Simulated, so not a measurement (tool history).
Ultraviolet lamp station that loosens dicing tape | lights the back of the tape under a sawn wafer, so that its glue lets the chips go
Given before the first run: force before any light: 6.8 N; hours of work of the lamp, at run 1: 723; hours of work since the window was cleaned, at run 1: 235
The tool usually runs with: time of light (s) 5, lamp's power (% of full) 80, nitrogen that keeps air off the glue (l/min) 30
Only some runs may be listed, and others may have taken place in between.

run   hour  time of light (s)  lamp's power (% of full)  nitrogen that keeps air off the glue (l/min)  hours of work of the lamp  hours of work since the window was cleaned  force that peels the tape off (N)  light that reached the tape (J/m2)
  1    0.0                  5                        80                                            30                        723                                         235                              0.851                                5700
  2   32.0                  5                        67                                            30                        743                                         255                              1.165                                4750
  3   45.6                  5                        80                                            30                        751                                         263                              0.845                                5690
  4   68.8                  8                        80                                            30                        766                                         278                              0.344                                9140
  5   87.9                  2                        80                                            30                        778                                         290                              2.826                                2290
  6  114.4                  2                        80                                            30                        794                                         306                              2.777                                2240
  7  128.0                  5                        80                                            32                        803                                         315                              0.828                                5730
  8  160.3                  5                        80                                            32                        823                                         335                              0.820                                5680
  9  184.5                  5                        80                                            32                        838                                         350                              0.826                                5660
 10  214.4                  5                        80                                            32                        857                                         369                              0.818                                5660
 11  236.3                  5                        80                                            32                        871                                         383                              0.821                                5730
     248.7  -- window cleaned of glue's vapour
 12  265.9                  5                        84                                            32                        889                                          11                              0.773                                6010
 13  293.8                  2                        91                                            30                        906                                          28                              2.506                                2590
 14  325.7                  6                        78                                            11                        926                                          48                              1.010                                6690
 15  355.6                  2                        92                                            18                        945                                          67                              2.742                                2640
 16  387.5                  9                        86                                            24                        965                                          87                              0.271                               11090
 17  412.7                  3                        86                                            15                        981                                         103                              2.025                                3700
 18  441.7                  5                        64                                            30                        999                                         121                              1.313                                4570
 19  468.4                  7                        93                                            30                       1016                                         137                              0.354                                9340
 20  481.9                  5                        97                                            16                       1024                                         146                              0.781                                6960
 21  506.4                  5                        97                                            16                       1039                                         161                              0.758                                6890
 22  528.5                  5                        96                                            22                       1053                                         175                              0.714                                6980
 23  545.2                  5                        96                                            22                       1064                                         186                              0.714                                6940
 24  567.0                  5                        62                                            55                       1077                                         199                              1.108                                4400

Forecast each of these 4 alternatives for the next run:
  A  581.8                  5                        80                                            16                       1087                                         208                                  ?                                   ?
  B  581.8                  5                        77                                            30                       1087                                         208                                  ?                                   ?
  C  581.8                  2                        97                                            13                       1087                                         208                                  ?                                   ?
  D  581.8                  2                        94                                            23                       1087                                         208                                  ?                                   ?

run  force that peels the tape off (N)  light that reached the tape (J/m2)
  A                              1.071                                5730
  B                              0.903                                5480
  C                              2.798                                2760
  D                              2.617                                2730
What these runs would have given with no unlogged condition in the tool:
run  force that peels the tape off (N)  light that reached the tape (J/m2)
  A                              1.065                                5750
  B                              0.898                                5500
  C                              2.790                                2770
  D                              2.609                                2740

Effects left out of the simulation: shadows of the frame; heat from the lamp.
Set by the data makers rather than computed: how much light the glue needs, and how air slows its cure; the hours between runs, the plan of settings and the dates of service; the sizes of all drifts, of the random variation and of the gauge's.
